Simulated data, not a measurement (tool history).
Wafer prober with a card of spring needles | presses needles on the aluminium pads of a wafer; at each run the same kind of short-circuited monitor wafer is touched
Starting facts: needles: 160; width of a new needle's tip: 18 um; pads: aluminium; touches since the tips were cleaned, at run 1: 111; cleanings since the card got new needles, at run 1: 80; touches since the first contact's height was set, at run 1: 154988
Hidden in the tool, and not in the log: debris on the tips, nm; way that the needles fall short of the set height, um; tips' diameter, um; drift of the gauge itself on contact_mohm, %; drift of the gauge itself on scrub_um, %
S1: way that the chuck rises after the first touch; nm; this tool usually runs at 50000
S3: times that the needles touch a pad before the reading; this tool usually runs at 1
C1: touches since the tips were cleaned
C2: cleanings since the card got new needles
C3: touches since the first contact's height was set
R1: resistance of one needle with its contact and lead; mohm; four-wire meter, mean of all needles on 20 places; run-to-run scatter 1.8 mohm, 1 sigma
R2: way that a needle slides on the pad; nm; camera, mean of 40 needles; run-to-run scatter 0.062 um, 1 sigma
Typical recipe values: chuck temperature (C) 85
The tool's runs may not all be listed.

Run 1, day 0.000: usual settings; C1 111; C2 80; C3 154988. Result: R1 196 mohm, R2 6860 nm.
At day 0.158: tips cleaned on abrasive film.
Run 2, day 0.254: usual settings; C1 1037; C2 81; C3 157708. Result: R1 264 mohm, R2 6480 nm.
At day 0.329: tips cleaned on abrasive film.
At day 0.504: tips cleaned on abrasive film.
Run 3, day 0.546: usual settings but S1 54000 nm; C1 445; C2 83; C3 160793. Result: R1 205 mohm, R2 7130 nm.
At day 0.592: height of the first contact set anew.
At day 0.696: tips cleaned on abrasive film.
At day 0.879: tips cleaned on abrasive film.
Run 4, day 0.942: usual settings but S1 54000 nm; C1 654; C2 85; C3 3707. Result: R1 205 mohm, R2 8130 nm.
At day 1.079: tips cleaned on abrasive film.
At day 1.246: tips cleaned on abrasive film.
At day 1.433: tips cleaned on abrasive film.
Run 5, day 1.512: usual settings but S1 54000 nm; C1 855; C2 88; C3 9812. Result: R1 208 mohm, R2 8140 nm.
At day 1.638: tips cleaned on abrasive film.
At day 1.817: tips cleaned on abrasive film.
At day 1.992: tips cleaned on abrasive film.
Run 6, day 1.996: usual settings but S1 67000 nm; C1 61; C2 91; C3 14943. Result: R1 192 mohm, R2 10050 nm.
At day 2.171: tips cleaned on abrasive film.
Run 7, day 2.317: usual settings but S1 67000 nm; C1 1567; C2 92; C3 18372. Result: R1 205 mohm, R2 9940 nm.
At day 2.358: tips cleaned on abrasive film.
At day 2.538: tips cleaned on abrasive film.
Run 8, day 2.567: usual settings but S1 67000 nm, S3 2; C1 293; C2 94; C3 21015. Result: R1 194 mohm, R2 10000 nm.
At day 2.688: tips cleaned on abrasive film, once more.
Run 9, day 2.833: usual settings but S1 67000 nm, S3 2; C1 1620; C2 95; C3 23908. Result: R1 202 mohm, R2 10060 nm.
At day 2.879: tips cleaned on abrasive film.
At day 3.075: tips cleaned on abrasive film.
At day 3.250: tips cleaned on abrasive film.
Run 10, day 3.304: usual settings but S1 67000 nm, S3 2; C1 582; C2 98; C3 28897. Result: R1 196 mohm, R2 10060 nm.
At day 3.446: tips cleaned on abrasive film.
At day 3.629: tips cleaned on abrasive film.
Run 11, day 3.692: usual settings but S1 67000 nm, S3 2; C1 656; C2 100; C3 33013. Result: R1 195 mohm, R2 9870 nm.
At day 3.812: tips cleaned on abrasive film.
At day 3.996: tips cleaned on abrasive film.
At day 4.179: tips cleaned on abrasive film.
Run 12, day 4.179: usual settings; C1 1; C2 103; C3 38203. Result: R1 193 mohm, R2 7230 nm.
At day 4.346: tips cleaned on abrasive film.
At day 4.538: tips cleaned on abrasive film.
At day 4.721: tips cleaned on abrasive film.
Run 13, day 4.721: usual settings; C1 0; C2 106; C3 43982. Result: R1 195 mohm, R2 7350 nm.
At day 4.888: tips cleaned on abrasive film.
At day 5.088: tips cleaned on abrasive film.
Run 14, day 5.212: usual settings; C1 1363; C2 108; C3 49229. Result: R1 216 mohm, R2 7370 nm.

What will run 15 give?
At day 5.254: tips cleaned on abrasive film.
At day 5.454: tips cleaned on abrasive film.
Run 15, day 5.533: usual settings but S1 57000 nm, chuck temperature (C) 72; C1 880; C2 110; C3 52658. Result: R1 ?, R2 ?.

R1: 200 mohm
R2: 8380 nm
Take away the tool's hidden state, keep the run-to-run variation as it was, and the same run would have given R1 184 mohm, R2 8640 nm.
